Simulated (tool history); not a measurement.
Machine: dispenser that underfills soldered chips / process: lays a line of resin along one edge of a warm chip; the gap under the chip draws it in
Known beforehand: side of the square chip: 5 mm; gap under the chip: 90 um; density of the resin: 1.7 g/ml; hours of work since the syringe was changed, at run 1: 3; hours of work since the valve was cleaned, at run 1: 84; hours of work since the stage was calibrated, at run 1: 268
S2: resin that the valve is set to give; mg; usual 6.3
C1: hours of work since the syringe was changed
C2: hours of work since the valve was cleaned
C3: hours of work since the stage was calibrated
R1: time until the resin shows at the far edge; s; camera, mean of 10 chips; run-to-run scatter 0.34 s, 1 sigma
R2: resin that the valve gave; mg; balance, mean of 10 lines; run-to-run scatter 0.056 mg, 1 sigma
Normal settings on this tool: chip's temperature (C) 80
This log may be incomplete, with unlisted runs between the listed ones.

run 1 hour=0 | chip's_temperature_(C)=80 S2=6.3 | C1=3 C2=84 C3=268 | R1=19.6 R2=5.83
-- hour=6.7 new syringe of resin
run 2 hour=9.7 | chip's_temperature_(C)=80 S2=6.3 | C1=2 C2=90 C3=274 | R1=17.4 R2=5.77
-- hour=18.2 new syringe of resin
run 3 hour=21.5 | chip's_temperature_(C)=80 S2=6.3 | C1=2 C2=98 C3=282 | R1=18.1 R2=5.83
-- hour=28.5 new syringe of resin
run 4 hour=30.5 | chip's_temperature_(C)=80 S2=6.3 | C1=1 C2=104 C3=288 | R1=16.9 R2=5.77
run 5 hour=38 | chip's_temperature_(C)=80 S2=6.3 | C1=6 C2=109 C3=293 | R1=25.6 R2=5.76
-- hour=39.1 new syringe of resin
-- hour=49.6 new syringe of resin
run 6 hour=54.7 | chip's_temperature_(C)=80 S2=6.3 | C1=3 C2=120 C3=304 | R1=19.9 R2=5.77
-- hour=60.3 new syringe of resin
-- hour=71.1 new syringe of resin
run 7 hour=71.8 | chip's_temperature_(C)=80 S2=6.3 | C1=1 C2=131 C3=315 | R1=16 R2=5.63
run 8 hour=80.9 | chip's_temperature_(C)=86 S2=6.3 | C1=7 C2=137 C3=321 | R1=21.7 R2=5.71
-- hour=82.6 new syringe of resin
-- hour=83.6 dispensing valve cleaned and set on the balance
run 9 hour=91.9 | chip's_temperature_(C)=86 S2=6.3 | C1=6 C2=6 C3=328 | R1=19.6 R2=6.33
-- hour=95.1 new syringe of resin
run 10 hour=101.9 | chip's_temperature_(C)=80 S2=7.21 | C1=5 C2=12 C3=334 | R1=21.8 R2=7.15
-- hour=106.4 new syringe of resin
run 11 hour=109.5 | chip's_temperature_(C)=69 S2=6.3 | C1=2 C2=17 C3=339 | R1=25.7 R2=6.23
-- hour=117.7 new syringe of resin
run 12 hour=126.4 | chip's_temperature_(C)=69 S2=6.3 | C1=6 C2=28 C3=350 | R1=34 R2=6.18
-- hour=128.2 new syringe of resin
run 13 hour=135.1 | chip's_temperature_(C)=69 S2=6.3 | C1=5 C2=34 C3=356 | R1=30.3 R2=6.16
-- hour=139.1 new syringe of resin
run 14 hour=146.2 | chip's_temperature_(C)=80 S2=6.3 | C1=5 C2=41 C3=363 | R1=22.6 R2=5.99
-- hour=150 new syringe of resin
run 15 hour=156.4 | chip's_temperature_(C)=80 S2=6.3 | C1=4 C2=48 C3=370 | R1=21.9 R2=6.01
-- hour=160.3 new syringe of resin
run 16 hour=167.5 | chip's_temperature_(C)=80 S2=6.3 | C1=5 C2=55 C3=377 | R1=22.5 R2=6.07
-- hour=171.3 new syringe of resin
-- hour=182 new syringe of resin
run 17 hour=184.3 | chip's_temperature_(C)=80 S2=6.3 | C1=2 C2=66 C3=388 | R1=17.4 R2=5.92
-- hour=193 new syringe of resin
run 18 hour=193.6 | chip's_temperature_(C)=68 S2=6.12 | C1=0 C2=72 C3=394 | R1=22.3 R2=5.73
-- hour=204 new syringe of resin
run 19 hour=204.3 | chip's_temperature_(C)=92 S2=7.29 | C1=0 C2=79 C3=401 | R1=11.3 R2=6.7
run 20 hour=213.6 | chip's_temperature_(C)=92 S2=7.29 | C1=6 C2=86 C3=408 | R1=17.7 R2=6.79
-- hour=215.2 new syringe of resin
-- hour=226 new syringe of resin
run 21 hour=226 | chip's_temperature_(C)=92 S2=7.29 | C1=0 C2=94 C3=416 | R1=10.8 R2=6.65
run 22 hour=233 | chip's_temperature_(C)=69 S2=7.88 | C1=5 C2=98 C3=420 | R1=30.1 R2=7.29
-- hour=237.6 new syringe of resin
run 23 hour=246 | chip's_temperature_(C)=69 S2=7.88 | C1=6 C2=107 C3=429 | R1=32.5 R2=7.19
-- hour=248.1 new syringe of resin
run 24 hour=255.8 | chip's_temperature_(C)=77 S2=6.3 | C1=5 C2=113 C3=435 | R1=25 R2=5.77
-- hour=258.4 new syringe of resin
-- hour=268.8 new syringe of resin
run 25 hour=270 | chip's_temperature_(C)=77 S2=6.3 | C1=1 C2=123 C3=445 | R1=18.5 R2=5.63
run 26 hour=278 | chip's_temperature_(C)=78 S2=7.43 | C1=6 C2=128 C3=450 | R1=26.2 R2=6.75
-- hour=279.6 new syringe of resin
run 27 hour=287.1 | chip's_temperature_(C)=79 S2=6.98 | C1=5 C2=134 C3=456 | R1=23.4 R2=6.32
-- hour=290.7 new syringe of resin
-- hour=294 dispensing valve cleaned and set on the balance
-- hour=302 new syringe of resin
run 28 hour=302.4 | chip's_temperature_(C)=88 S2=8.13 | C1=0 C2=6 C3=465 | R1=12.1 R2=8.25
-- hour=313.5 new syringe of resin
run 29 hour=313.7 | chip's_temperature_(C)=88 S2=8.13 | C1=0 C2=13 C3=473 | R1=11.5 R2=7.99
-- hour=323.8 new syringe of resin
run 30 hour=327.1 | chip's_temperature_(C)=85 S2=5.83 | C1=2 C2=22 C3=481 | R1=15 R2=5.69
-- hour=334.6 new syringe of resin
run 31 hour=340.5 | chip's_temperature_(C)=85 S2=5.83 | C1=4 C2=31 C3=490 | R1=18.5 R2=5.72
-- hour=345.4 new syringe of resin
run 32 hour=354.7 | chip's_temperature_(C)=68 S2=6.82 | C1=6 C2=40 C3=500 | R1=35.5 R2=6.66
-- hour=356.1 new syringe of resin
-- hour=362.1 stage's temperature calibrated
-- hour=368.1 new syringe of resin
run 33 hour=371.5 | chip's_temperature_(C)=70 S2=6.82 | C1=2 C2=50 C3=6 | R1=25.8 R2=6.49

The same runs without the tool's hidden state, with the same run-to-run variation:
Hidden state present: resin's viscosity, % of fresh resin's; dose that the valve gives, % of what is set; true chip temperature over the reading, C; drift of the gauge itself on fill_s, %; drift of the gauge itself on given_mg, %.
run=1 R1=16.3 R2=6.26
run=2 R1=15.2 R2=6.22
run=3 R1=15.9 R2=6.33
run=4 R1=15.7 R2=6.3
run=5 R1=15.8 R2=6.31
run=6 R1=15.3 R2=6.37
run=7 R1=15.8 R2=6.29
run=8 R1=13.1 R2=6.41
run=9 R1=13.1 R2=6.38
run=10 R1=15.8 R2=7.25
run=11 R1=22.8 R2=6.34
run=12 R1=22.3 R2=6.34
run=13 R1=22.1 R2=6.35
run=14 R1=15.7 R2=6.22
run=15 R1=16.4 R2=6.26
run=16 R1=15.8 R2=6.36
run=17 R1=15.9 R2=6.27
run=18 R1=22.6 R2=6.09
run=19 R1=11.6 R2=7.17
run=20 R1=11.1 R2=7.3
run=21 R1=11.3 R2=7.2
run=22 R1=21.6 R2=7.92
run=23 R1=21.5 R2=7.87
run=24 R1=17.3 R2=6.35
run=25 R1=17.9 R2=6.26
run=26 R1=16.6 R2=7.52
run=27 R1=16.2 R2=7.08
run=28 R1=12.5 R2=8.26
run=29 R1=12.1 R2=8.05
run=30 R1=13.4 R2=5.77
run=31 R1=14.1 R2=5.85
run=32 R1=22.8 R2=6.86
run=33 R1=21.3 R2=6.74

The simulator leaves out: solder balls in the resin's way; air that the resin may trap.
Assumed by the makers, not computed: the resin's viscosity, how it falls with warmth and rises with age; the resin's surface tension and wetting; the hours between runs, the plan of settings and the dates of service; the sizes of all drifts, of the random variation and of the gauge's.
